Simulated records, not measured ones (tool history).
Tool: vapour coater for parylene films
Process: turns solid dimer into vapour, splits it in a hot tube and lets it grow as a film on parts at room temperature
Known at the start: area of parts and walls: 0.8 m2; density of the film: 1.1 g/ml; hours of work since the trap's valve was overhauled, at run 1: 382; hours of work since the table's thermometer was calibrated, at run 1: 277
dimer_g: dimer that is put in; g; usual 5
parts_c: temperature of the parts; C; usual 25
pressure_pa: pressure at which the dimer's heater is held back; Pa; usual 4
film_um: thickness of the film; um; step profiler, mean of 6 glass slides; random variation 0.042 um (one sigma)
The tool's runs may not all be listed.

| run | hour | dimer_g | parts_c | pressure_pa | hours of work since the trap's valve was overhauled | hours of work since the table's thermometer was calibrated | film_um |
|---|---|---|---|---|---|---|---|
| 1 | 0 | 5 | 25 | 4 | 382 | 277 | 4.17 |
| 2 | 17 | 5 | 25 | 4 | 390 | 285 | 4.22 |
| 3 | 31.8 | 5 | 25 | 4 | 397 | 292 | 4.12 |
| 4 | 42.2 | 5 | 25 | 4 | 402 | 297 | 4.15 |
| 5 | 62 | 5 | 25 | 4 | 411 | 306 | 4.2 |
| 6 | 71.1 | 5 | 25 | 4 | 415 | 310 | 4.06 |
| 7 | 90.5 | 2 | 25 | 4 | 424 | 319 | 1.63 |
| 8 | 106.1 | 5 | 36 | 4 | 431 | 326 | 3.31 |
| 9 | 115.6 | 5 | 25 | 4 | 436 | 330 | 4.25 |
| 10 | 132 | 5 | 25 | 4 | 443 | 338 | 4.08 |
| 11 | 141.1 | 5 | 25 | 4 | 448 | 342 | 4.19 |
| 12 | 161.9 | 5 | 25 | 4 | 457 | 352 | 4.13 |
| 13 | 180.4 | 5 | 25 | 4 | 466 | 360 | 4.15 |
| 14 | 195.4 | 5 | 25 | 4 | 473 | 367 | 4.12 |
| 15 | 213.4 | 5 | 25 | 4 | 481 | 376 | 4.04 |
| 16 | 225 | 5 | 24 | 4 | 486 | 381 | 4.07 |
| 17 | 235.8 | 5 | 24 | 4 | 491 | 386 | 4.15 |
| 18 | 256.8 | 5 | 25 | 7.2 | 501 | 396 | 4.04 |
|  | 261.8 | trap's valve overhauled |
| 19 | 278.7 | 5 | 30 | 7.2 | 8 | 404 | 3.52 |
| 20 | 297.8 | 4 | 17 | 3.02 | 17 | 413 | 3.84 |
| 21 | 319.4 | 4 | 17 | 3.02 | 27 | 423 | 3.81 |
| 22 | 336.4 | 2 | 25 | 4.81 | 34 | 430 | 1.54 |
| 23 | 350.8 | 4 | 18 | 4.67 | 41 | 437 | 3.62 |
| 24 | 361.3 | 4 | 18 | 4.67 | 46 | 442 | 3.62 |
| 25 | 382.8 | 6 | 18 | 6.72 | 56 | 452 | 5.43 |
|  | 389.5 | trap's valve overhauled, once more |
| 26 | 399.7 | 6 | 18 | 6.72 | 5 | 458 | 6.14 |
| 27 | 417.4 | 6 | 18 | 6.72 | 13 | 466 | 6.05 |
| 28 | 437.1 | 3 | 34 | 5.03 | 22 | 475 | 2.2 |
| 29 | 451.7 | 3 | 34 | 5.03 | 29 | 482 | 2.23 |
| 30 | 470.7 | 6 | 25 | 7.15 | 37 | 491 | 5.3 |
| 31 | 482.9 | 6 | 25 | 7.15 | 43 | 496 | 5.14 |
| 32 | 504.3 | 6 | 25 | 9.84 | 53 | 506 | 5.09 |
| 33 | 518.4 | 2 | 19 | 2.24 | 59 | 513 | 2.13 |
| 34 | 537.4 | 8 | 18 | 5.13 | 68 | 521 | 8.04 |
| 35 | 549.1 | 2 | 17 | 4.15 | 74 | 527 | 2.09 |

Forecast each of these 4 alternatives for the next run:
| A | 559.8 | 6 | 17 | 4.53 | 79 | 532 | ? |
| B | 559.8 | 2 | 17 | 9.35 | 79 | 532 | ? |
| C | 559.8 | 5 | 25 | 9.84 | 79 | 532 | ? |
| D | 559.8 | 9 | 36 | 6.03 | 79 | 532 | ? |

| run | film_um |
|---|---|
| A | 6.23 |
| B | 2.04 |
| C | 4.24 |
| D | 6.29 |
Without the tool's hidden state the same runs would have given:
| run | film_um |
|---|---|
| A | 6.42 |
| B | 2.1 |
| C | 4.37 |
| D | 6.49 |
